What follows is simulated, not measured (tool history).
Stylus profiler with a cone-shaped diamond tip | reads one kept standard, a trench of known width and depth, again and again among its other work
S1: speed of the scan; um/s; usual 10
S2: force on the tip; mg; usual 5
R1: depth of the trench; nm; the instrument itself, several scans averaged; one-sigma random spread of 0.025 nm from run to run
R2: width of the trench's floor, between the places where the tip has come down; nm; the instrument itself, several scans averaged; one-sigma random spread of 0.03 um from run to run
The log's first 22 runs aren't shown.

run,day,S1,S2,R1,R2
23,10.688,7,5,101.72,17240
24,11.338,27,2.51,101.2,17220
25,11.746,27,2.51,101.18,17220
26,12.388,27,2.51,101.2,17210
27,12.742,27,2.51,101.18,17150
28,13.104,6,1.73,100.96,17210
29,13.829,38,2.55,101.19,17110
30,14.308,38,2.55,101.17,17080
31,14.688,7,2.55,101.18,17240
32,15.221,7,2.55,101.25,17190
33,15.896,7,2.55,101.14,17140
34,16.238,10,1.71,101.03,17140
35,16.883,10,4.71,101.69,17120
36,17.233,10,4.71,101.66,17150
37,17.817,7,5.53,101.89,17020
38,18.362,2,3.04,101.31,17120
39,19.071,7,10.83,102.71,17110
40,19.454,7,10.83,102.74,17110
41,19.875,9,2.95,101.33,17090
42,20.592,31,13.91,103.13,17010
43,21.167,7,6.69,102.1,17110
44,21.633,11,5,101.76,17020
45,22.179,11,5,101.75,17050
46,22.867,11,5,101.76,17020

Forecast each of these 5 alternatives for the next run:
A,23.329,6,12.95,?,?
B,23.329,3,2.6,?,?
C,23.329,4,5,?,?
D,23.329,10,6.21,?,?
E,23.329,2,10.99,?,?

run,R1,R2
A,103.06,17010
B,101.25,17050
C,101.81,17080
D,101.96,17010
E,102.77,17030
Stripped of hidden state, with their random variation kept, the same runs would have yielded:
run,R1,R2
A,102.69,17960
B,100.89,18010
C,101.45,18040
D,101.6,17960
E,102.4,17990
